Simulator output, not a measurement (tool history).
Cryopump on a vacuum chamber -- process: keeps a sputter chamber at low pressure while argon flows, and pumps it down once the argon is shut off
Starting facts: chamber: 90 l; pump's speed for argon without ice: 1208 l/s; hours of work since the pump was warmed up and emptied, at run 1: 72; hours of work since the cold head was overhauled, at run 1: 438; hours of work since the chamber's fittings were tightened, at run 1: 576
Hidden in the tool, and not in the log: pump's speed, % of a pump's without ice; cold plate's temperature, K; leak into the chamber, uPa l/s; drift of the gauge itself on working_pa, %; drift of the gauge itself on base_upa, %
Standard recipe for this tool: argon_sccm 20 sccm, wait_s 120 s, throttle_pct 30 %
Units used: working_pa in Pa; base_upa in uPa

| run | day | argon_sccm | wait_s | throttle_pct | hours of work since the pump was warmed up and emptied | hours of work since the cold head was overhauled | hours of work since the chamber's fittings were tightened | working_pa | base_upa |
|---|---|---|---|---|---|---|---|---|---|
| 1 | 0.000 | 20 | 120 | 30 | 72 | 438 | 576 | 0.0959 | 0.84 |
| 2 | 1.479 | 32 | 120 | 30 | 87 | 452 | 591 | 0.1531 | 0.86 |
| 3 | 2.904 | 20 | 120 | 45 | 101 | 467 | 605 | 0.0660 | 0.87 |
| 4 | 4.121 | 20 | 120 | 45 | 113 | 479 | 617 | 0.0659 | 0.91 |
| 5 | 5.917 | 20 | 120 | 45 | 131 | 496 | 635 | 0.0664 | 0.96 |
| 6 | 8.379 | 38 | 120 | 45 | 155 | 521 | 659 | 0.1266 | 0.96 |
| 7 | 9.633 | 38 | 120 | 45 | 168 | 533 | 672 | 0.1278 | 0.99 |
| 8 | 10.688 | 38 | 120 | 45 | 178 | 544 | 682 | 0.1297 | 1.04 |
| 9 | 12.462 | 38 | 120 | 45 | 196 | 561 | 700 | 0.1326 | 1.00 |
| 10 | 13.988 | 20 | 295 | 30 | 211 | 577 | 715 | 0.1016 | 0.90 |
| 11 | 15.562 | 20 | 295 | 30 | 227 | 592 | 730 | 0.1022 | 0.88 |
| 12 | 17.058 | 20 | 295 | 30 | 241 | 607 | 745 | 0.1029 | 0.89 |
| 13 | 18.438 | 20 | 295 | 30 | 255 | 621 | 759 | 0.1028 | 0.95 |
| 14 | 20.867 | 20 | 134 | 35 | 279 | 645 | 783 | 0.0914 | 1.11 |
| 15 | 22.817 | 20 | 134 | 45 | 299 | 664 | 802 | 0.0742 | 1.13 |
| 16 | 24.517 | 10 | 134 | 19 | 315 | 681 | 819 | 0.0804 | 1.21 |
|  | 25.946 | pump warmed up, emptied and cooled again |
| 17 | 26.212 | 21 | 120 | 17 | 3 | 696 | 834 | 0.1725 | 0.94 |
| 18 | 27.988 | 34 | 63 | 30 | 20 | 713 | 852 | 0.1595 | 1.18 |
| 19 | 30.079 | 17 | 43 | 31 | 41 | 734 | 872 | 0.0777 | 1.46 |
| 20 | 32.104 | 38 | 43 | 22 | 61 | 754 | 892 | 0.2465 | 1.52 |
| 21 | 33.412 | 24 | 173 | 22 | 74 | 767 | 905 | 0.1557 | 0.93 |
| 22 | 34.750 | 12 | 28 | 25 | 87 | 780 | 919 | 0.0700 | 1.92 |

Some steps in working_pa between neighbouring runs. How much of each would the tool show without its hidden state too (settings, what came in, random variation), and how much is left for the hidden state, with any gauge scatter that isn't in both results?
Run 9 -> 10: argon_sccm 38 -> 20, wait_s 120 -> 295, throttle_pct 45 -> 30. working_pa -0.0310 Pa: hidden state -0.0059, all else -0.0251.
Run 16 -> 17: argon_sccm 10 -> 21, wait_s 134 -> 120, throttle_pct 19 -> 17, pump warmed up, emptied and cooled again. working_pa +0.0921 Pa: hidden state -0.0064, all else +0.0985.
Run 19 -> 20: argon_sccm 17 -> 38, throttle_pct 31 -> 22. working_pa +0.1688 Pa: hidden state +0.0028, all else +0.1660.
